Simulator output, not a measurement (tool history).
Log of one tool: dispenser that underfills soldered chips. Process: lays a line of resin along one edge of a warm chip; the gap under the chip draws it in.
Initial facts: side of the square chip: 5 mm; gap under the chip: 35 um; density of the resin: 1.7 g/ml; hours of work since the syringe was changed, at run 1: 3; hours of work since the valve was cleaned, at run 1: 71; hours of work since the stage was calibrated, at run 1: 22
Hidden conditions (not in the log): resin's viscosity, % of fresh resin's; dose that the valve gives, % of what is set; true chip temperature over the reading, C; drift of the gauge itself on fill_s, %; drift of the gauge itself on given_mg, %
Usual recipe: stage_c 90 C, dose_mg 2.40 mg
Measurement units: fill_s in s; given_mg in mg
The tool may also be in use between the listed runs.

run,hour,stage_c,dose_mg,hours of work since the syringe was changed,hours of work since the valve was cleaned,hours of work since the stage was calibrated,fill_s,given_mg
1,0.0,90,2.40,3,71,22,15.0,2.33
# hour 3.3: dispensing valve cleaned and set on the balance
# hour 6.5: new syringe of resin
2,10.9,90,2.40,3,5,29,16.1,2.38
# hour 15.8: new syringe of resin
3,18.1,90,2.40,2,10,33,15.6,2.40
# hour 24.8: new syringe of resin
4,28.3,90,2.40,2,16,40,15.8,2.38
# hour 34.0: new syringe of resin
5,39.7,96,2.40,4,24,48,14.1,2.37
# hour 43.6: new syringe of resin
6,45.8,96,2.44,2,28,52,11.9,2.44
# hour 53.0: new syringe of resin
7,58.0,85,2.40,3,36,60,19.7,2.38
# hour 62.5: new syringe of resin
8,69.1,90,2.93,5,43,67,16.6,2.87
# hour 71.5: new syringe of resin
9,75.8,83,2.40,3,48,71,21.4,2.34
# hour 80.6: new syringe of resin
10,86.6,83,2.40,4,55,79,22.2,2.35
# hour 90.1: new syringe of resin
11,91.7,83,2.40,1,58,82,19.4,2.35
# hour 99.5: new syringe of resin
12,100.6,83,2.40,1,64,88,19.7,2.37
# hour 108.9: new syringe of resin
13,110.1,92,2.79,1,70,94,13.7,2.73
# hour 114.2: dispensing valve cleaned and set on the balance
14,117.9,85,2.25,5,3,99,21.7,2.24
# hour 119.1: new syringe of resin
15,126.0,85,2.25,5,8,104,21.1,2.25
# hour 128.1: new syringe of resin
16,135.1,78,3.08,5,14,110,27.4,3.05
# hour 138.0: new syringe of resin
17,140.7,78,3.08,2,17,113,24.8,3.04
# hour 147.0: new syringe of resin
18,149.6,102,2.42,2,23,119,10.5,2.38
# hour 156.5: new syringe of resin
19,161.8,100,2.93,4,31,127,12.0,2.89
# hour 165.6: new syringe of resin
20,171.6,84,2.74,4,38,134,21.8,2.70
# hour 175.1: new syringe of resin
21,178.2,84,2.74,2,42,138,19.8,2.67

What does the tool deliver on the next run?
# hour 184.5: new syringe of resin
22,190.0,95,2.70,4,50,146,?,?

fill_s: 14.3 s
given_mg: 2.62 mg
With the hidden condition absent and the run-to-run variation left alone, this run would have shown fill_s 12.1 s, given_mg 2.69 mg.

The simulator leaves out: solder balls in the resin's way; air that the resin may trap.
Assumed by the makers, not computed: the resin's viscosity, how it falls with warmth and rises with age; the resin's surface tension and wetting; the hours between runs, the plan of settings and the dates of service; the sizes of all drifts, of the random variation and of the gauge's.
